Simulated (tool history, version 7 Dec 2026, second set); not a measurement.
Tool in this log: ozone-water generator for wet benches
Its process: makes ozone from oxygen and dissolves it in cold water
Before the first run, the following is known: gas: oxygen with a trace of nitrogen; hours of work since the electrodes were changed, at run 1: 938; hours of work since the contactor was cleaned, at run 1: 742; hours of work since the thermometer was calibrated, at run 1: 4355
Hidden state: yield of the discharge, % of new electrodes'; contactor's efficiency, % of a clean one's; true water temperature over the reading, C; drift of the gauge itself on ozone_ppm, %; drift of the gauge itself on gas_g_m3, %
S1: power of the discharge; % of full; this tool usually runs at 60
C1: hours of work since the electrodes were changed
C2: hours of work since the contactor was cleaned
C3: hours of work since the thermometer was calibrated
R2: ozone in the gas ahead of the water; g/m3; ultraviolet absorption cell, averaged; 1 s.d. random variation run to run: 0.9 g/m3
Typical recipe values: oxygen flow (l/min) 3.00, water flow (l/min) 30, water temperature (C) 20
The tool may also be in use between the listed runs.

run 1 day=0.000 | S1=60 oxygen_flow_(l/min)=3.00 water_flow_(l/min)=30 water_temperature_(C)=20 | C1=938 C2=742 C3=4355 | dissolved_ozone_(ppm)=7.0 R2=145.5
run 2 day=0.733 | S1=57 oxygen_flow_(l/min)=3.00 water_flow_(l/min)=30 water_temperature_(C)=20 | C1=950 C2=754 C3=4367 | dissolved_ozone_(ppm)=6.5 R2=141.2
run 3 day=1.550 | S1=57 oxygen_flow_(l/min)=3.00 water_flow_(l/min)=30 water_temperature_(C)=20 | C1=963 C2=767 C3=4380 | dissolved_ozone_(ppm)=6.6 R2=140.9
run 4 day=2.921 | S1=60 oxygen_flow_(l/min)=3.00 water_flow_(l/min)=30 water_temperature_(C)=20 | C1=986 C2=790 C3=4403 | dissolved_ozone_(ppm)=6.7 R2=147.9
run 5 day=4.567 | S1=60 oxygen_flow_(l/min)=3.00 water_flow_(l/min)=30 water_temperature_(C)=20 | C1=1012 C2=817 C3=4429 | dissolved_ozone_(ppm)=6.8 R2=147.2
run 6 day=5.962 | S1=60 oxygen_flow_(l/min)=3.00 water_flow_(l/min)=30 water_temperature_(C)=20 | C1=1035 C2=839 C3=4452 | dissolved_ozone_(ppm)=6.8 R2=145.5
run 7 day=7.300 | S1=60 oxygen_flow_(l/min)=3.00 water_flow_(l/min)=30 water_temperature_(C)=20 | C1=1057 C2=861 C3=4474 | dissolved_ozone_(ppm)=6.8 R2=144.8
run 8 day=8.458 | S1=60 oxygen_flow_(l/min)=3.00 water_flow_(l/min)=30 water_temperature_(C)=20 | C1=1076 C2=880 C3=4493 | dissolved_ozone_(ppm)=6.7 R2=145.3
run 9 day=10.075 | S1=60 oxygen_flow_(l/min)=3.00 water_flow_(l/min)=30 water_temperature_(C)=20 | C1=1102 C2=906 C3=4519 | dissolved_ozone_(ppm)=6.6 R2=144.3
run 10 day=11.233 | S1=60 oxygen_flow_(l/min)=3.00 water_flow_(l/min)=30 water_temperature_(C)=20 | C1=1121 C2=925 C3=4538 | dissolved_ozone_(ppm)=6.9 R2=145.4
run 11 day=11.979 | S1=60 oxygen_flow_(l/min)=3.00 water_flow_(l/min)=30 water_temperature_(C)=20 | C1=1133 C2=937 C3=4550 | dissolved_ozone_(ppm)=6.8 R2=143.3
run 12 day=12.929 | S1=60 oxygen_flow_(l/min)=3.00 water_flow_(l/min)=30 water_temperature_(C)=19 | C1=1149 C2=953 C3=4566 | dissolved_ozone_(ppm)=6.8 R2=145.2
run 13 day=14.633 | S1=60 oxygen_flow_(l/min)=3.00 water_flow_(l/min)=30 water_temperature_(C)=20 | C1=1177 C2=981 C3=4594 | dissolved_ozone_(ppm)=6.7 R2=144.8
run 14 day=15.883 | S1=60 oxygen_flow_(l/min)=3.00 water_flow_(l/min)=23 water_temperature_(C)=20 | C1=1197 C2=1001 C3=4614 | dissolved_ozone_(ppm)=9.2 R2=145.0
run 15 day=16.675 | S1=60 oxygen_flow_(l/min)=5.23 water_flow_(l/min)=30 water_temperature_(C)=20 | C1=1210 C2=1014 C3=4627 | dissolved_ozone_(ppm)=7.2 R2=102.0
run 16 day=17.842 | S1=60 oxygen_flow_(l/min)=5.23 water_flow_(l/min)=30 water_temperature_(C)=20 | C1=1229 C2=1033 C3=4646 | dissolved_ozone_(ppm)=6.8 R2=103.1
run 17 day=19.512 | S1=60 oxygen_flow_(l/min)=5.23 water_flow_(l/min)=30 water_temperature_(C)=20 | C1=1256 C2=1060 C3=4673 | dissolved_ozone_(ppm)=7.2 R2=101.8

Run 18, settings as shown, results not yet in. Your forecast:
run 18 day=20.662 | S1=63 oxygen_flow_(l/min)=4.72 water_flow_(l/min)=30 water_temperature_(C)=20 | C1=1275 C2=1079 C3=4692 | dissolved_ozone_(ppm)=? R2=?

{"run 18": {"dissolved ozone (ppm)": 7.3, "R2": 113.0}}
If the tool had no hidden condition, the same run with the same run-to-run variation would have returned dissolved ozone (ppm) 7.6, R2 116.0 g/m3.
